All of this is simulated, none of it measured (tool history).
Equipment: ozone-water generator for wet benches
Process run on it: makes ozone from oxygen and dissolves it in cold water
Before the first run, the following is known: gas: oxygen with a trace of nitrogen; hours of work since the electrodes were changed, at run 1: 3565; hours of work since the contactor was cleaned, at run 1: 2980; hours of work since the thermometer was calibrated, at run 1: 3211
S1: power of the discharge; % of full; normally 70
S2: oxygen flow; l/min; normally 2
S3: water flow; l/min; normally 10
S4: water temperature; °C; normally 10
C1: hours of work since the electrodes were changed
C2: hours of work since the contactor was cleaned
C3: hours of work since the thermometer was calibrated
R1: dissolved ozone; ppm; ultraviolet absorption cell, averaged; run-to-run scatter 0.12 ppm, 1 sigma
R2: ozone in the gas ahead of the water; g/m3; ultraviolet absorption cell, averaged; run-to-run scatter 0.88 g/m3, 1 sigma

run 1 day=0 | S1=70 S2=2 S3=10 S4=10 | C1=3565 C2=2980 C3=3211 | R1=10.9 R2=136.3
run 2 day=5.121 | S1=70 S2=2 S3=10 S4=10 | C1=3685 C2=3100 C3=3331 | R1=10.8 R2=137.6
run 3 day=7.817 | S1=88 S2=2 S3=10 S4=10 | C1=3748 C2=3163 C3=3394 | R1=12.4 R2=159.9
run 4 day=10.592 | S1=88 S2=2 S3=10 S4=10 | C1=3813 C2=3228 C3=3459 | R1=12.4 R2=157.1
run 5 day=15.433 | S1=88 S2=2 S3=10 S4=10 | C1=3926 C2=3341 C3=3573 | R1=12.3 R2=157.4
run 6 day=19.654 | S1=88 S2=2 S3=10 S4=10 | C1=4025 C2=3440 C3=3672 | R1=12.2 R2=156.9
-- day=23.475 contactor cleaned
run 7 day=23.475 | S1=88 S2=2 S3=10 S4=10 | C1=4110 C2=0 C3=3757 | R1=12.8 R2=157.9
run 8 day=28.433 | S1=88 S2=2 S3=10 S4=10 | C1=4227 C2=116 C3=3873 | R1=12.9 R2=158.5
run 9 day=31.275 | S1=70 S2=2 S3=10 S4=10 | C1=4293 C2=183 C3=3940 | R1=11 R2=134.6
run 10 day=35.829 | S1=70 S2=2 S3=10 S4=10 | C1=4400 C2=289 C3=4047 | R1=10.9 R2=135.4
run 11 day=39.246 | S1=67 S2=2 S3=10 S4=10 | C1=4480 C2=369 C3=4126 | R1=10.8 R2=131.8
run 12 day=42.508 | S1=67 S2=2 S3=10 S4=10 | C1=4556 C2=446 C3=4203 | R1=10.5 R2=131.1
run 13 day=45.762 | S1=70 S2=2 S3=10 S4=10 | C1=4632 C2=522 C3=4279 | R1=10.9 R2=136
run 14 day=50.312 | S1=70 S2=2 S3=9 S4=10 | C1=4739 C2=629 C3=4386 | R1=12.2 R2=135.7
run 15 day=54.912 | S1=70 S2=3 S3=10 S4=10 | C1=4847 C2=736 C3=4493 | R1=11 R2=107.3
run 16 day=57.546 | S1=70 S2=3 S3=10 S4=10 | C1=4908 C2=798 C3=4555 | R1=11.3 R2=107.8
run 17 day=62.558 | S1=70 S2=3 S3=10 S4=10 | C1=5026 C2=915 C3=4672 | R1=11 R2=106.4
-- day=62.879 water thermometer calibrated
run 18 day=65.579 | S1=70 S2=3 S3=7 S4=9 | C1=5096 C2=986 C3=63 | R1=14.6 R2=104.2
run 19 day=69.462 | S1=45 S2=2 S3=10 S4=15 | C1=5187 C2=1077 C3=154 | R1=7.8 R2=103.6
-- day=70.596 water thermometer calibrated, once more
run 20 day=71.754 | S1=45 S2=2 S3=10 S4=15 | C1=5240 C2=1130 C3=27 | R1=8 R2=102.9
run 21 day=76.067 | S1=55 S2=1.75 S3=7 S4=11 | C1=5341 C2=1231 C3=128 | R1=12.5 R2=125
run 22 day=78.546 | S1=55 S2=1.75 S3=7 S4=11 | C1=5399 C2=1289 C3=186 | R1=12.6 R2=124.4
run 23 day=82.454 | S1=64 S2=2.35 S3=10 S4=10 | C1=5491 C2=1380 C3=278 | R1=10.3 R2=115.4
run 24 day=86.708 | S1=76 S2=1.33 S3=10 S4=7 | C1=5590 C2=1480 C3=377 | R1=10.8 R2=176.1
run 25 day=90.767 | S1=76 S2=1.4 S3=10 S4=10 | C1=5685 C2=1575 C3=472 | R1=10.9 R2=169.2
run 26 day=95.629 | S1=47 S2=3.56 S3=13 S4=13 | C1=5799 C2=1689 C3=586 | R1=6.5 R2=74.4
run 27 day=99.371 | S1=47 S2=3.56 S3=13 S4=13 | C1=5887 C2=1777 C3=674 | R1=6.5 R2=74
run 28 day=103.117 | S1=70 S2=2 S3=10 S4=11 | C1=5975 C2=1864 C3=762 | R1=10.4 R2=132.4
run 29 day=107.229 | S1=76 S2=2 S3=16 S4=11 | C1=6071 C2=1961 C3=858 | R1=6.8 R2=137.9
run 30 day=109.433 | S1=76 S2=2 S3=16 S4=11 | C1=6123 C2=2012 C3=910 | R1=6.7 R2=136.6
run 31 day=114.033 | S1=76 S2=2 S3=16 S4=11 | C1=6230 C2=2120 C3=1017 | R1=6.9 R2=137.8
run 32 day=116.279 | S1=76 S2=2 S3=16 S4=11 | C1=6283 C2=2173 C3=1070 | R1=7 R2=138.3
run 33 day=119.075 | S1=76 S2=2 S3=16 S4=11 | C1=6348 C2=2238 C3=1135 | R1=6.8 R2=136.6
run 34 day=124.158 | S1=76 S2=2 S3=16 S4=11 | C1=6468 C2=2357 C3=1254 | R1=6.9 R2=137.1

Below, some changes in R1 between adjacent runs. For each, the amount present without the hidden state too (settings, incoming material, random variation) and the amount remaining for the hidden state with gauge scatter not shared by both compared results:
The hidden state here: yield of the discharge, % of new electrodes'; contactor's efficiency, % of a clean one's; true water temperature over the reading, C; drift of the gauge itself on ozone_ppm, %; drift of the gauge itself on gas_g_m3, %.
Run 18 -> 19: S1 70 -> 45, S2 3 -> 2, S3 7 -> 10, S4 9 -> 15. R1 -6.8 ppm: hidden state +1, all else -7.8.
Run 20 -> 21: S1 45 -> 55, S2 2 -> 1.75, S3 10 -> 7, S4 15 -> 11. R1 +4.5 ppm: hidden state -0.6, all else +5.1.
Run 25 -> 26: S1 76 -> 47, S2 1.4 -> 3.56, S3 10 -> 13, S4 10 -> 13. R1 -4.4 ppm: hidden state +0.6, all else -5.
Run 27 -> 28: S1 47 -> 70, S2 3.56 -> 2, S3 13 -> 10, S4 13 -> 11. R1 +3.9 ppm: hidden state -0.8, all else +4.7.
